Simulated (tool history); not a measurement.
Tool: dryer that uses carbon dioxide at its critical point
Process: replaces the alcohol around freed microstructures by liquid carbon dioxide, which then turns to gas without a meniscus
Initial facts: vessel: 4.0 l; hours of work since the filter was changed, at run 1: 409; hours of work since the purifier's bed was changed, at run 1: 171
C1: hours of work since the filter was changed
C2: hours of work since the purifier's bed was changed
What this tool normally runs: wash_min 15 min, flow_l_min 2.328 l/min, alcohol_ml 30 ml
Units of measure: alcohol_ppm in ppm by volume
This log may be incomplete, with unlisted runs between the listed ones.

{"run": 1, "hour": 0.0, "wash_min": 15, "flow_l_min": 2.328, "alcohol_ml": 30, "C1": 409, "C2": 171, "alcohol_ppm": 64}
{"run": 2, "hour": 21.0, "wash_min": 15, "flow_l_min": 2.328, "alcohol_ml": 30, "C1": 424, "C2": 185, "alcohol_ppm": 66}
{"run": 3, "hour": 50.2, "wash_min": 11, "flow_l_min": 2.328, "alcohol_ml": 30, "C1": 445, "C2": 206, "alcohol_ppm": 105}
{"run": 4, "hour": 64.5, "wash_min": 11, "flow_l_min": 2.328, "alcohol_ml": 30, "C1": 455, "C2": 216, "alcohol_ppm": 112}
{"run": 5, "hour": 85.0, "wash_min": 11, "flow_l_min": 2.328, "alcohol_ml": 30, "C1": 469, "C2": 231, "alcohol_ppm": 119}
{"run": 6, "hour": 110.7, "wash_min": 11, "flow_l_min": 2.328, "alcohol_ml": 30, "C1": 487, "C2": 249, "alcohol_ppm": 135}
{"run": 7, "hour": 135.1, "wash_min": 11, "flow_l_min": 2.328, "alcohol_ml": 30, "C1": 505, "C2": 266, "alcohol_ppm": 122}
{"run": 8, "hour": 151.3, "wash_min": 11, "flow_l_min": 2.328, "alcohol_ml": 30, "C1": 516, "C2": 277, "alcohol_ppm": 135}
{"hour": 153.7, "done": "inlet filter changed"}
{"run": 9, "hour": 181.9, "wash_min": 11, "flow_l_min": 2.328, "alcohol_ml": 30, "C1": 20, "C2": 298, "alcohol_ppm": 129}
{"run": 10, "hour": 211.7, "wash_min": 11, "flow_l_min": 2.328, "alcohol_ml": 30, "C1": 41, "C2": 319, "alcohol_ppm": 126}
{"run": 11, "hour": 229.4, "wash_min": 11, "flow_l_min": 2.328, "alcohol_ml": 30, "C1": 53, "C2": 332, "alcohol_ppm": 140}
{"run": 12, "hour": 242.3, "wash_min": 15, "flow_l_min": 2.328, "alcohol_ml": 30, "C1": 62, "C2": 341, "alcohol_ppm": 114}
{"run": 13, "hour": 271.0, "wash_min": 15, "flow_l_min": 2.328, "alcohol_ml": 30, "C1": 83, "C2": 361, "alcohol_ppm": 123}
{"run": 14, "hour": 298.2, "wash_min": 15, "flow_l_min": 2.328, "alcohol_ml": 30, "C1": 102, "C2": 380, "alcohol_ppm": 131}
{"run": 15, "hour": 321.6, "wash_min": 22, "flow_l_min": 2.328, "alcohol_ml": 27, "C1": 118, "C2": 397, "alcohol_ppm": 114}
{"run": 16, "hour": 346.6, "wash_min": 22, "flow_l_min": 2.328, "alcohol_ml": 27, "C1": 136, "C2": 414, "alcohol_ppm": 125}
{"run": 17, "hour": 367.6, "wash_min": 22, "flow_l_min": 2.328, "alcohol_ml": 27, "C1": 151, "C2": 429, "alcohol_ppm": 124}
{"run": 18, "hour": 395.4, "wash_min": 22, "flow_l_min": 1.57, "alcohol_ml": 27, "C1": 170, "C2": 449, "alcohol_ppm": 128}
{"run": 19, "hour": 408.6, "wash_min": 11, "flow_l_min": 1.57, "alcohol_ml": 40, "C1": 180, "C2": 458, "alcohol_ppm": 396}
{"run": 20, "hour": 431.8, "wash_min": 11, "flow_l_min": 1.57, "alcohol_ml": 40, "C1": 196, "C2": 475, "alcohol_ppm": 418}
{"run": 21, "hour": 446.2, "wash_min": 11, "flow_l_min": 1.57, "alcohol_ml": 28, "C1": 206, "C2": 485, "alcohol_ppm": 333}
{"run": 22, "hour": 474.3, "wash_min": 11, "flow_l_min": 1.57, "alcohol_ml": 28, "C1": 226, "C2": 504, "alcohol_ppm": 346}
{"run": 23, "hour": 487.4, "wash_min": 11, "flow_l_min": 1.57, "alcohol_ml": 28, "C1": 235, "C2": 514, "alcohol_ppm": 361}
{"run": 24, "hour": 513.8, "wash_min": 22, "flow_l_min": 2.29, "alcohol_ml": 28, "C1": 254, "C2": 532, "alcohol_ppm": 157}
{"run": 25, "hour": 539.2, "wash_min": 22, "flow_l_min": 1.42, "alcohol_ml": 27, "C1": 272, "C2": 550, "alcohol_ppm": 179}
{"run": 26, "hour": 568.0, "wash_min": 22, "flow_l_min": 1.42, "alcohol_ml": 27, "C1": 292, "C2": 571, "alcohol_ppm": 181}
{"run": 27, "hour": 590.0, "wash_min": 22, "flow_l_min": 3.92, "alcohol_ml": 36, "C1": 308, "C2": 586, "alcohol_ppm": 171}
{"run": 28, "hour": 615.7, "wash_min": 22, "flow_l_min": 2.06, "alcohol_ml": 48, "C1": 326, "C2": 604, "alcohol_ppm": 177}

Forecast each of these 3 alternatives for the next run:
{"run": "A", "hour": 641.1, "wash_min": 16, "flow_l_min": 2.68, "alcohol_ml": 48, "C1": 344, "C2": 622, "alcohol_ppm": "?"}
{"run": "B", "hour": 641.1, "wash_min": 14, "flow_l_min": 2.328, "alcohol_ml": 30, "C1": 344, "C2": 622, "alcohol_ppm": "?"}
{"run": "C", "hour": 641.1, "wash_min": 11, "flow_l_min": 2.328, "alcohol_ml": 50, "C1": 344, "C2": 622, "alcohol_ppm": "?"}

run=A alcohol_ppm=188
run=B alcohol_ppm=193
run=C alcohol_ppm=253
Had the tool no hidden state, the same runs would have come out as:
run=A alcohol_ppm=8
run=B alcohol_ppm=15
run=C alcohol_ppm=58

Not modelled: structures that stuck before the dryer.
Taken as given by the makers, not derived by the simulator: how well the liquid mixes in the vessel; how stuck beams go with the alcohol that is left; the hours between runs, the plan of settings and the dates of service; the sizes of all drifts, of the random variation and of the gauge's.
